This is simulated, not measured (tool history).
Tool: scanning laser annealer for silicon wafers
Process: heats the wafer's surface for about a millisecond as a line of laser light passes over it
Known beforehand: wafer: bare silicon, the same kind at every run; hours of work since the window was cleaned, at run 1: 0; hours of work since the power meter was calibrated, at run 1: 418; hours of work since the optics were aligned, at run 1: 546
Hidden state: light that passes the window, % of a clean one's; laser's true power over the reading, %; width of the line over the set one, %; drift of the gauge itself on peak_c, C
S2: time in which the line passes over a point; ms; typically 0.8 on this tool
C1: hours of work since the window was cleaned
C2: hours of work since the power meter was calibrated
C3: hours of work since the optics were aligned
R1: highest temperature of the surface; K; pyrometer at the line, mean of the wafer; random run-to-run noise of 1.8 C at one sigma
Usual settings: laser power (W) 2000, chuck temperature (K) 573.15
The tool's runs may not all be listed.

run 1 day=0 | laser_power_(W)=2000 S2=0.8 chuck_temperature_(K)=573.15 | C1=0 C2=418 C3=546 | R1=1319.15
run 2 day=0.942 | laser_power_(W)=2000 S2=0.8 chuck_temperature_(K)=573.15 | C1=10 C2=428 C3=556 | R1=1321.15
run 3 day=1.971 | laser_power_(W)=2000 S2=0.8 chuck_temperature_(K)=583.15 | C1=20 C2=438 C3=566 | R1=1333.15
run 4 day=2.821 | laser_power_(W)=2000 S2=0.8 chuck_temperature_(K)=573.15 | C1=29 C2=447 C3=575 | R1=1317.15
run 5 day=3.5 | laser_power_(W)=2000 S2=0.8 chuck_temperature_(K)=573.15 | C1=36 C2=454 C3=582 | R1=1318.15
run 6 day=4.621 | laser_power_(W)=2000 S2=0.8 chuck_temperature_(K)=593.15 | C1=47 C2=465 C3=593 | R1=1340.15
run 7 day=5.667 | laser_power_(W)=2000 S2=0.8 chuck_temperature_(K)=593.15 | C1=58 C2=476 C3=604 | R1=1337.15
run 8 day=6.646 | laser_power_(W)=2000 S2=0.95 chuck_temperature_(K)=573.15 | C1=68 C2=486 C3=614 | R1=1375.15
run 9 day=7.262 | laser_power_(W)=2000 S2=0.95 chuck_temperature_(K)=573.15 | C1=74 C2=492 C3=620 | R1=1377.15
run 10 day=8.421 | laser_power_(W)=1839 S2=0.8 chuck_temperature_(K)=573.15 | C1=86 C2=504 C3=632 | R1=1239.15
run 11 day=9.683 | laser_power_(W)=2000 S2=0.8 chuck_temperature_(K)=573.15 | C1=99 C2=517 C3=645 | R1=1313.15
run 12 day=10.467 | laser_power_(W)=1899 S2=0.8 chuck_temperature_(K)=573.15 | C1=107 C2=525 C3=653 | R1=1266.15
run 13 day=11.262 | laser_power_(W)=2000 S2=0.97 chuck_temperature_(K)=573.15 | C1=115 C2=533 C3=661 | R1=1377.15
run 14 day=12.25 | laser_power_(W)=2000 S2=0.745 chuck_temperature_(K)=573.15 | C1=125 C2=543 C3=671 | R1=1288.15
run 15 day=13.208 | laser_power_(W)=2000 S2=0.703 chuck_temperature_(K)=573.15 | C1=135 C2=553 C3=681 | R1=1268.15
run 16 day=13.942 | laser_power_(W)=2000 S2=0.703 chuck_temperature_(K)=573.15 | C1=143 C2=561 C3=689 | R1=1269.15
run 17 day=14.488 | laser_power_(W)=2000 S2=0.703 chuck_temperature_(K)=573.15 | C1=148 C2=566 C3=694 | R1=1264.15
run 18 day=15.317 | laser_power_(W)=2000 S2=0.703 chuck_temperature_(K)=590.15 | C1=157 C2=575 C3=703 | R1=1285.15
run 19 day=16.571 | laser_power_(W)=2000 S2=0.703 chuck_temperature_(K)=590.15 | C1=170 C2=588 C3=716 | R1=1285.15
run 20 day=17.45 | laser_power_(W)=2043 S2=0.8 chuck_temperature_(K)=537.15 | C1=179 C2=597 C3=725 | R1=1292.15
run 21 day=18.133 | laser_power_(W)=2176 S2=0.8 chuck_temperature_(K)=600.15 | C1=186 C2=604 C3=732 | R1=1417.15
run 22 day=19.383 | laser_power_(W)=1886 S2=0.8 chuck_temperature_(K)=573.15 | C1=199 C2=617 C3=744 | R1=1257.15
run 23 day=20.167 | laser_power_(W)=2005 S2=0.996 chuck_temperature_(K)=573.15 | C1=207 C2=625 C3=752 | R1=1381.15
run 24 day=21.379 | laser_power_(W)=2005 S2=0.996 chuck_temperature_(K)=573.15 | C1=219 C2=637 C3=765 | R1=1381.15
run 25 day=22.583 | laser_power_(W)=2005 S2=0.616 chuck_temperature_(K)=558.15 | C1=231 C2=649 C3=777 | R1=1209.15
run 26 day=23.225 | laser_power_(W)=2005 S2=0.616 chuck_temperature_(K)=558.15 | C1=238 C2=656 C3=784 | R1=1207.15
run 27 day=24.317 | laser_power_(W)=2000 S2=0.628 chuck_temperature_(K)=575.15 | C1=249 C2=667 C3=795 | R1=1231.15
run 28 day=25.108 | laser_power_(W)=2000 S2=0.628 chuck_temperature_(K)=575.15 | C1=257 C2=675 C3=803 | R1=1233.15
run 29 day=26.408 | laser_power_(W)=2000 S2=0.689 chuck_temperature_(K)=574.15 | C1=270 C2=689 C3=816 | R1=1254.15
run 30 day=27.254 | laser_power_(W)=1912 S2=0.606 chuck_temperature_(K)=562.15 | C1=279 C2=697 C3=825 | R1=1169.15
run 31 day=28.45 | laser_power_(W)=2000 S2=0.563 chuck_temperature_(K)=549.15 | C1=291 C2=709 C3=837 | R1=1170.15
run 32 day=29.504 | laser_power_(W)=2117 S2=0.614 chuck_temperature_(K)=578.15 | C1=302 C2=720 C3=848 | R1=1271.15
run 33 day=30.262 | laser_power_(W)=1965 S2=0.8 chuck_temperature_(K)=573.15 | C1=310 C2=728 C3=856 | R1=1282.15
run 34 day=31.392 | laser_power_(W)=1849 S2=0.761 chuck_temperature_(K)=573.15 | C1=322 C2=740 C3=867 | R1=1213.15
run 35 day=32.404 | laser_power_(W)=1928 S2=0.834 chuck_temperature_(K)=573.15 | C1=332 C2=750 C3=878 | R1=1278.15
run 36 day=33.529 | laser_power_(W)=1928 S2=0.834 chuck_temperature_(K)=573.15 | C1=343 C2=761 C3=889 | R1=1277.15
run 37 day=34.525 | laser_power_(W)=1799 S2=0.957 chuck_temperature_(K)=598.15 | C1=354 C2=772 C3=899 | R1=1282.15
run 38 day=35.1 | laser_power_(W)=1929 S2=0.8 chuck_temperature_(K)=573.15 | C1=360 C2=778 C3=905 | R1=1263.15

Measured result minus the same run's result without the hidden state. Both carry the same run-to-run variation, though not necessarily the same gauge scatter:
run=1 R1=-14
run=2 R1=-14
run=3 R1=-14
run=4 R1=-15
run=5 R1=-16
run=6 R1=-16
run=7 R1=-17
run=8 R1=-20
run=9 R1=-20
run=10 R1=-18
run=11 R1=-20
run=12 R1=-19
run=13 R1=-24
run=14 R1=-21
run=15 R1=-22
run=16 R1=-22
run=17 R1=-23
run=18 R1=-23
run=19 R1=-24
run=20 R1=-27
run=21 R1=-30
run=22 R1=-26
run=23 R1=-31
run=24 R1=-33
run=25 R1=-27
run=26 R1=-28
run=27 R1=-28
run=28 R1=-29
run=29 R1=-30
run=30 R1=-28
run=31 R1=-29
run=32 R1=-34
run=33 R1=-35
run=34 R1=-33
run=35 R1=-37
run=36 R1=-38
run=37 R1=-37
run=38 R1=-38
